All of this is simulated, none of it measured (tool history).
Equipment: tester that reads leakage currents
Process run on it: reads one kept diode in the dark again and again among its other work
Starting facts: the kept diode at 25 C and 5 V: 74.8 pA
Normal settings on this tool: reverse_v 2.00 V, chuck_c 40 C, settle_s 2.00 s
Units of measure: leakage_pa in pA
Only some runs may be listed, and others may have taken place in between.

run,hour,reverse_v,chuck_c,settle_s,leakage_pa
1,0.0,2.00,40,2.00,156.80
# hour 39.1: chuck's temperature calibrated
2,119.3,11.37,40,2.00,320.82
3,199.9,2.00,40,2.00,171.00
4,347.7,2.00,40,2.00,166.61
5,445.1,2.00,40,2.00,165.52
6,542.9,2.00,40,2.00,163.53
7,645.1,2.00,40,2.00,161.42
8,748.3,2.00,40,2.00,159.58
9,842.4,2.00,26,2.00,54.80
# hour 857.6: probe card cleaned and baked
10,955.0,1.45,40,2.81,139.61
# hour 1013.0: chuck's temperature calibrated
11,1134.7,3.51,35,2.63,148.44
12,1282.2,4.92,31,0.69,125.45
13,1417.4,4.92,31,0.69,124.10
14,1530.1,19.85,33,0.73,252.73
15,1626.9,19.85,33,0.73,248.80
# hour 1638.8: probe card cleaned and baked, once more
16,1717.0,19.85,33,0.73,218.44

3 options for the next run, each taken on its own from the tool as it stands now. Forecast them:
A,1888.8,2.78,40,8.43,?
B,1888.8,8.68,36,3.26,?
C,1888.8,2.00,60,2.00,?

run,leakage_pa
A,175.55
B,193.40
C,625.81
Without the tool's unlogged condition, the same runs would have read:
run,leakage_pa
A,194.16
B,213.85
C,684.88
